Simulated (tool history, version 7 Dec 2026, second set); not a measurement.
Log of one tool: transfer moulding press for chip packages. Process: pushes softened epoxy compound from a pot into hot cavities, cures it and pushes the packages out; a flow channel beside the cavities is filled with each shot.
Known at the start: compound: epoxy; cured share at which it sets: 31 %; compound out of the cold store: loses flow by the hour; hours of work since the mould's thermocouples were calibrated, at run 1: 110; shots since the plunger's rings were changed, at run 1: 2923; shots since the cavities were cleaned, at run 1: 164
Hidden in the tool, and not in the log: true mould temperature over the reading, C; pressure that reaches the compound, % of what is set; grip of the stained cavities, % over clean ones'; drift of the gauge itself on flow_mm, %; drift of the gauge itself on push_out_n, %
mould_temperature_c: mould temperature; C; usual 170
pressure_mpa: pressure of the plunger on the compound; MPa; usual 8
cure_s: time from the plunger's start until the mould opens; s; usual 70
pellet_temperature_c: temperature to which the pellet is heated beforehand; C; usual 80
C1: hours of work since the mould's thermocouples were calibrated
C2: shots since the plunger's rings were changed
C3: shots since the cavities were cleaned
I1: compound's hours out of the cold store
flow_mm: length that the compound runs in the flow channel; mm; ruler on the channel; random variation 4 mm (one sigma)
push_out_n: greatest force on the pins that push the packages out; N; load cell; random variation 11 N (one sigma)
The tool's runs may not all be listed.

run 1 hour=0 | mould_temperature_c=170 pressure_mpa=8 cure_s=70 pellet_temperature_c=80 | C1=110 C2=2923 C3=164 | I1=13.8 | flow_mm=798 push_out_n=624
run 2 hour=45.2 | mould_temperature_c=170 pressure_mpa=8 cure_s=70 pellet_temperature_c=80 | C1=134 C2=3502 C3=743 | I1=25.3 | flow_mm=759 push_out_n=848
-- hour=84.2 cavities cleaned with cleaning compound and waxed
run 3 hour=123.7 | mould_temperature_c=170 pressure_mpa=7.37 cure_s=70 pellet_temperature_c=80 | C1=174 C2=4488 C3=506 | I1=10.6 | flow_mm=758 push_out_n=1151
-- hour=142.6 plunger's sealing rings changed
-- hour=181.1 cavities cleaned with cleaning compound and waxed
run 4 hour=192.2 | mould_temperature_c=162 pressure_mpa=8 cure_s=70 pellet_temperature_c=80 | C1=208 C2=615 C3=142 | I1=37.4 | flow_mm=768 push_out_n=971
-- hour=275.4 cavities cleaned with cleaning compound and waxed
run 5 hour=288.3 | mould_temperature_c=162 pressure_mpa=8 cure_s=70 pellet_temperature_c=80 | C1=258 C2=1827 C3=165 | I1=42.7 | flow_mm=733 push_out_n=1025
-- hour=347.6 cavities cleaned with cleaning compound and waxed, once more
run 6 hour=370.4 | mould_temperature_c=162 pressure_mpa=8 cure_s=70 pellet_temperature_c=80 | C1=300 C2=2859 C3=292 | I1=21.7 | flow_mm=794 push_out_n=1200
run 7 hour=424.8 | mould_temperature_c=176 pressure_mpa=8 cure_s=70 pellet_temperature_c=80 | C1=329 C2=3555 C3=988 | I1=25 | flow_mm=751 push_out_n=754
-- hour=440.4 cavities cleaned with cleaning compound and waxed
run 8 hour=476.7 | mould_temperature_c=170 pressure_mpa=8 cure_s=70 pellet_temperature_c=80 | C1=355 C2=4200 C3=464 | I1=35.1 | flow_mm=725 push_out_n=777
-- hour=516.4 plunger's sealing rings changed
run 9 hour=517.8 | mould_temperature_c=170 pressure_mpa=8 cure_s=70 pellet_temperature_c=80 | C1=375 C2=18 C3=959 | I1=43.1 | flow_mm=736 push_out_n=962
-- hour=534.9 cavities cleaned with cleaning compound and waxed
-- hour=567.4 mould's thermocouples calibrated
run 10 hour=580.4 | mould_temperature_c=170 pressure_mpa=7.89 cure_s=70 pellet_temperature_c=80 | C1=7 C2=774 C3=556 | I1=21.6 | flow_mm=793 push_out_n=773
run 11 hour=620.4 | mould_temperature_c=170 pressure_mpa=8 cure_s=70 pellet_temperature_c=80 | C1=28 C2=1287 C3=1069 | I1=11.5 | flow_mm=820 push_out_n=924
-- hour=629.1 cavities cleaned with cleaning compound and waxed
run 12 hour=663.5 | mould_temperature_c=170 pressure_mpa=8 cure_s=70 pellet_temperature_c=80 | C1=50 C2=1819 C3=441 | I1=37.8 | flow_mm=729 push_out_n=750
-- hour=720.1 cavities cleaned with cleaning compound and waxed
run 13 hour=736.8 | mould_temperature_c=170 pressure_mpa=8 cure_s=70 pellet_temperature_c=86 | C1=87 C2=2739 C3=214 | I1=32.9 | flow_mm=741 push_out_n=605
-- hour=812.7 cavities cleaned with cleaning compound and waxed
run 14 hour=815.6 | mould_temperature_c=171 pressure_mpa=8 cure_s=70 pellet_temperature_c=86 | C1=128 C2=3729 C3=37 | I1=28.1 | flow_mm=747 push_out_n=531
run 15 hour=856 | mould_temperature_c=171 pressure_mpa=8 cure_s=70 pellet_temperature_c=86 | C1=149 C2=4246 C3=554 | I1=28.8 | flow_mm=736 push_out_n=747
-- hour=892.3 plunger's sealing rings changed
-- hour=904.6 cavities cleaned with cleaning compound and waxed
run 16 hour=931.1 | mould_temperature_c=171 pressure_mpa=8 cure_s=70 pellet_temperature_c=86 | C1=186 C2=477 C3=339 | I1=34.2 | flow_mm=745 push_out_n=642
run 17 hour=986.9 | mould_temperature_c=168 pressure_mpa=8 cure_s=70 pellet_temperature_c=90 | C1=216 C2=1192 C3=1054 | I1=9.9 | flow_mm=829 push_out_n=1024
-- hour=1000.9 cavities cleaned with cleaning compound and waxed
run 18 hour=1036.1 | mould_temperature_c=177 pressure_mpa=8.73 cure_s=103 pellet_temperature_c=73 | C1=241 C2=1803 C3=452 | I1=21.3 | flow_mm=808 push_out_n=532
-- hour=1092.6 cavities cleaned with cleaning compound and waxed
run 19 hour=1105.6 | mould_temperature_c=177 pressure_mpa=8.73 cure_s=103 pellet_temperature_c=73 | C1=276 C2=2674 C3=167 | I1=13.6 | flow_mm=822 push_out_n=450
run 20 hour=1170.2 | mould_temperature_c=170 pressure_mpa=8 cure_s=67 pellet_temperature_c=88 | C1=310 C2=3501 C3=994 | I1=42.7 | flow_mm=713 push_out_n=938
-- hour=1183.5 cavities cleaned with cleaning compound and waxed
run 21 hour=1232.3 | mould_temperature_c=170 pressure_mpa=9.7 cure_s=85 pellet_temperature_c=71 | C1=342 C2=4277 C3=625 | I1=26.2 | flow_mm=832 push_out_n=661
-- hour=1269.4 plunger's sealing rings changed
-- hour=1279.2 cavities cleaned with cleaning compound and waxed
run 22 hour=1303.3 | mould_temperature_c=170 pressure_mpa=9.7 cure_s=73 pellet_temperature_c=78 | C1=377 C2=415 C3=308 | I1=27.6 | flow_mm=863 push_out_n=690
-- hour=1349 mould's thermocouples calibrated
-- hour=1374.2 cavities cleaned with cleaning compound and waxed
run 23 hour=1381.5 | mould_temperature_c=166 pressure_mpa=6.24 cure_s=70 pellet_temperature_c=86 | C1=16 C2=1372 C3=94 | I1=42.5 | flow_mm=645 push_out_n=700
run 24 hour=1451.1 | mould_temperature_c=166 pressure_mpa=6.24 cure_s=70 pellet_temperature_c=86 | C1=53 C2=2263 C3=985 | I1=18.5 | flow_mm=706 push_out_n=1132
-- hour=1468.8 cavities cleaned with cleaning compound and waxed
run 25 hour=1530.5 | mould_temperature_c=166 pressure_mpa=6.24 cure_s=70 pellet_temperature_c=86 | C1=94 C2=3260 C3=790 | I1=27.8 | flow_mm=667 push_out_n=1030
-- hour=1562.8 cavities cleaned with cleaning compound and waxed
run 26 hour=1598 | mould_temperature_c=170 pressure_mpa=8.27 cure_s=95 pellet_temperature_c=80 | C1=128 C2=4105 C3=451 | I1=34.3 | flow_mm=740 push_out_n=579
-- hour=1653.2 plunger's sealing rings changed
-- hour=1654.7 cavities cleaned with cleaning compound and waxed
run 27 hour=1686.8 | mould_temperature_c=170 pressure_mpa=8.27 cure_s=95 pellet_temperature_c=80 | C1=173 C2=412 C3=412 | I1=42.6 | flow_mm=747 push_out_n=545

Forecast each of these 4 alternatives for the next run:
-- hour=1748 cavities cleaned with cleaning compound and waxed
run A hour=1778.2 | mould_temperature_c=170 pressure_mpa=8 cure_s=56 pellet_temperature_c=80 | C1=220 C2=1563 C3=387 | I1=39.4 | flow_mm=? push_out_n=?
-- hour=1748 cavities cleaned with cleaning compound and waxed
run B hour=1778.2 | mould_temperature_c=170 pressure_mpa=8.98 cure_s=84 pellet_temperature_c=78 | C1=220 C2=1563 C3=387 | I1=39.1 | flow_mm=? push_out_n=?
-- hour=1748 cavities cleaned with cleaning compound and waxed
run C hour=1778.2 | mould_temperature_c=169 pressure_mpa=8 cure_s=70 pellet_temperature_c=76 | C1=220 C2=1563 C3=387 | I1=12 | flow_mm=? push_out_n=?
-- hour=1748 cavities cleaned with cleaning compound and waxed
run D hour=1778.2 | mould_temperature_c=177 pressure_mpa=6.16 cure_s=95 pellet_temperature_c=80 | C1=220 C2=1563 C3=387 | I1=33.3 | flow_mm=? push_out_n=?

run=A flow_mm=736 push_out_n=1182
run=B flow_mm=777 push_out_n=566
run=C flow_mm=822 push_out_n=793
run=D flow_mm=647 push_out_n=533
Without the tool's hidden state the same runs would have given:
run=A flow_mm=753 push_out_n=816
run=B flow_mm=795 push_out_n=402
run=C flow_mm=840 push_out_n=548
run=D flow_mm=662 push_out_n=381
